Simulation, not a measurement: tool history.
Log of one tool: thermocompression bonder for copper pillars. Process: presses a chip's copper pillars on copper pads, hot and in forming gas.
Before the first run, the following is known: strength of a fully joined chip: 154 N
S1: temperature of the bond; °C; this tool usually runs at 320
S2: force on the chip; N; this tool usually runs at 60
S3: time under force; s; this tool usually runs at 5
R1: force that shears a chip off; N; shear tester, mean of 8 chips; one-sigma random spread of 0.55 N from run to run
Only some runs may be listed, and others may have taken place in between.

run 1 day=0 | S1=320 S2=60 S3=5 | R1=91.2
run 2 day=0.304 | S1=320 S2=60 S3=5 | R1=89.7
run 3 day=0.638 | S1=320 S2=60 S3=5 | R1=89.8
run 4 day=0.992 | S1=320 S2=60 S3=5 | R1=88.8
run 5 day=1.283 | S1=320 S2=60 S3=5 | R1=89.4
run 6 day=1.608 | S1=320 S2=60 S3=12 | R1=114.5
run 7 day=1.975 | S1=315 S2=63 S3=5 | R1=91.2
run 8 day=2.404 | S1=315 S2=63 S3=5 | R1=89.6
run 9 day=2.704 | S1=315 S2=63 S3=5 | R1=91.2
run 10 day=3.125 | S1=315 S2=63 S3=5 | R1=90.4

Predict each of these 5 candidate next runs independently; none follows another, all start after run 10:
run A day=3.446 | S1=337 S2=79 S3=11 | R1=?
run B day=3.446 | S1=301 S2=48 S3=5 | R1=?
run C day=3.446 | S1=324 S2=76 S3=12 | R1=?
run D day=3.446 | S1=346 S2=63 S3=5 | R1=?
run E day=3.446 | S1=300 S2=65 S3=6 | R1=?

run=A R1=136.2
run=B R1=64
run=C R1=131.3
run=D R1=109.8
run=E R1=87.9
What these runs would have given with no unlogged condition in the tool:
run=A R1=136.5
run=B R1=64
run=C R1=131.5
run=D R1=110
run=E R1=88
